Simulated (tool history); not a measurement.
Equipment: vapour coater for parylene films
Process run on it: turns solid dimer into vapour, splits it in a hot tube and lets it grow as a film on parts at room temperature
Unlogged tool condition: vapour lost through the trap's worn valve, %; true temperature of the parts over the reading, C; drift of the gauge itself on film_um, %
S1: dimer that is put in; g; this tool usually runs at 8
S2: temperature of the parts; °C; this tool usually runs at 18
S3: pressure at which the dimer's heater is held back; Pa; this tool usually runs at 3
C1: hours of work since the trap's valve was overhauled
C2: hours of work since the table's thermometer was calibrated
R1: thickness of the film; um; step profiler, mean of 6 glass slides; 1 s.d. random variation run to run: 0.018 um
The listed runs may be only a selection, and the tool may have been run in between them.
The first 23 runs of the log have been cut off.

run 24 hour=1272.9 | S1=8 S2=27 S3=3 | C1=113 C2=1755 | R1=2.48
run 25 hour=1308 | S1=5 S2=13 S3=2.3 | C1=127 C2=1770 | R1=2.82
run 26 hour=1362.7 | S1=6 S2=22 S3=4.89 | C1=149 C2=1792 | R1=2.2
run 27 hour=1424.2 | S1=6 S2=22 S3=4.89 | C1=174 C2=1816 | R1=2.2
run 28 hour=1466.7 | S1=8 S2=12 S3=3 | C1=191 C2=1834 | R1=4.59
run 29 hour=1517.7 | S1=10 S2=11 S3=3 | C1=212 C2=1854 | R1=6.04
run 30 hour=1579.6 | S1=11 S2=15 S3=11.95 | C1=237 C2=1879 | R1=5.17
run 31 hour=1620.4 | S1=8 S2=24 S3=8.39 | C1=253 C2=1896 | R1=2.61
-- hour=1655.1 table's thermometer calibrated
run 32 hour=1685.4 | S1=8 S2=18 S3=7.69 | C1=279 C2=12 | R1=3.27
run 33 hour=1744.4 | S1=8 S2=18 S3=7.69 | C1=303 C2=36 | R1=3.27
run 34 hour=1804.9 | S1=8 S2=18 S3=3.75 | C1=327 C2=60 | R1=3.38
run 35 hour=1862.1 | S1=8 S2=23 S3=11.48 | C1=350 C2=83 | R1=2.55
run 36 hour=1899.8 | S1=8 S2=23 S3=11.48 | C1=365 C2=99 | R1=2.58
run 37 hour=1962.8 | S1=8 S2=17 S3=2.84 | C1=391 C2=124 | R1=3.59
run 38 hour=2035.4 | S1=5 S2=24 S3=10.57 | C1=420 C2=153 | R1=1.54
run 39 hour=2103.3 | S1=6 S2=21 S3=3 | C1=447 C2=181 | R1=2.25
run 40 hour=2176 | S1=3 S2=18 S3=3 | C1=477 C2=210 | R1=1.26
run 41 hour=2227.7 | S1=3 S2=18 S3=3 | C1=497 C2=231 | R1=1.26
run 42 hour=2262.6 | S1=8 S2=18 S3=3.78 | C1=512 C2=245 | R1=3.32
run 43 hour=2332.1 | S1=5 S2=12 S3=10.87 | C1=540 C2=273 | R1=2.5
run 44 hour=2364.4 | S1=7 S2=18 S3=3 | C1=553 C2=286 | R1=2.96
-- hour=2410.6 trap's valve overhauled
run 45 hour=2430.4 | S1=7 S2=18 S3=3 | C1=8 C2=311 | R1=3.16
run 46 hour=2466.6 | S1=10 S2=18 S3=11.24 | C1=23 C2=326 | R1=4.15
run 47 hour=2534.3 | S1=9 S2=18 S3=8.17 | C1=50 C2=353 | R1=3.76

Alternative continuations, all from the tool just after run 47; predict every row:
run A hour=2607.6 | S1=13 S2=20 S3=11.11 | C1=79 C2=382 | R1=?
run B hour=2607.6 | S1=7 S2=28 S3=4.39 | C1=79 C2=382 | R1=?
run C hour=2607.6 | S1=8 S2=30 S3=3 | C1=79 C2=382 | R1=?
run D hour=2607.6 | S1=3 S2=29 S3=2.03 | C1=79 C2=382 | R1=?

run=A R1=5
run=B R1=1.98
run=C R1=2.15
run=D R1=0.84
The same runs, with their run-to-run variation unchanged, on a tool lacking any hidden condition would have given:
run=A R1=4.99
run=B R1=1.98
run=C R1=2.15
run=D R1=0.84
